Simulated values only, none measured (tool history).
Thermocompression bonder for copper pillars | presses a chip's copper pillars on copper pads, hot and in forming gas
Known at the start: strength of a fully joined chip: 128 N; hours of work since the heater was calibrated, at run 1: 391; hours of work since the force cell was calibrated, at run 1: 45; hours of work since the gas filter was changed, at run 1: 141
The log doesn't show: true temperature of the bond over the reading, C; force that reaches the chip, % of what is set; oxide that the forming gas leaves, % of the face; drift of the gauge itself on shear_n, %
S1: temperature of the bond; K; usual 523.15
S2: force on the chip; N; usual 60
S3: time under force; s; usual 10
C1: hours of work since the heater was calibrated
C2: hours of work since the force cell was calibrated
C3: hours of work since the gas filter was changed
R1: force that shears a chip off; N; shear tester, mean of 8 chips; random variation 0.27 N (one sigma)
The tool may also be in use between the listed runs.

run,hour,S1,S2,S3,C1,C2,C3,R1
1,0,523.15,60,10,391,45,141,74.3
2,8.7,507.15,60,10,398,51,147,61.3
3,18.6,507.15,60,10,405,58,154,61.9
4,24.7,523.15,60,10,409,63,159,74.8
5,32.3,523.15,90,10,415,68,164,95.4
6,40,523.15,90,10,420,74,170,95.5
7,45.1,523.15,90,10,424,77,174,95.1
8,53.2,523.15,90,10,430,83,179,95.7
9,60.9,523.15,60,10,435,89,185,74.5
10,66.5,523.15,60,10,439,93,189,74
11,73.1,523.15,60,10,444,97,194,74.3
12,81.2,523.15,60,10,450,103,200,74.1
13,86.1,552.15,60,10,454,107,203,95.6
14,91.2,523.15,88,10,457,111,207,93.6
15,96.3,523.15,65,10,461,114,211,77.9
16,102.5,523.15,60,10,465,119,215,74.3
17,111.4,523.15,60,10,472,125,222,74.1
18,120.6,523.15,60,10,478,132,228,74.2
19,125.2,523.15,60,10,482,135,232,74.5
20,135.4,523.15,60,26,489,143,239,95.1
21,140.8,513.15,86,21,493,146,243,99.5
22,145.4,514.15,68,10,496,150,246,73.3
23,152.3,538.15,60,5,501,155,251,70
24,161.7,517.15,56,10,508,162,258,65.3
25,169.5,517.15,56,10,514,167,264,65.5
26,175.9,502.15,68,16,519,172,268,73.7
27,185.9,510.15,47,16,526,179,275,61.8
28,193.8,539.15,60,5,531,185,281,70.4
29,203.7,539.15,60,5,539,192,288,70.5
30,211.5,496.15,60,10,544,198,294,52.6
# hour 215: forming gas filter changed
31,221.6,499.15,86,27,551,204,5,98.3
32,230.2,499.15,60,10,557,211,11,57.5
33,234.4,499.15,60,10,560,214,14,57.3
34,239.7,540.15,60,20,564,218,18,104.4
35,245.9,540.15,46,9,569,222,22,72.9
36,251.8,540.15,46,9,573,226,27,73.8
37,261.7,512.15,83,19,580,234,34,99.5
38,271.8,525.15,54,17,587,241,41,85.9
39,278.3,531.15,45,13,592,245,46,73.9

Hidden state at the last listed run before each entry between runs and at the first one after, where it differs:
Between runs 30 and 31: forming gas filter changed (hour 215)
  true temperature of the bond over the reading, C: 8.5 -> 8.6; force that reaches the chip, % of what is set: 97.9 -> 97.8; oxide that the forming gas leaves, % of the face: 4.96 -> 0.59
  measured less the result without the state, R1: +3.2 -> +6.1 N
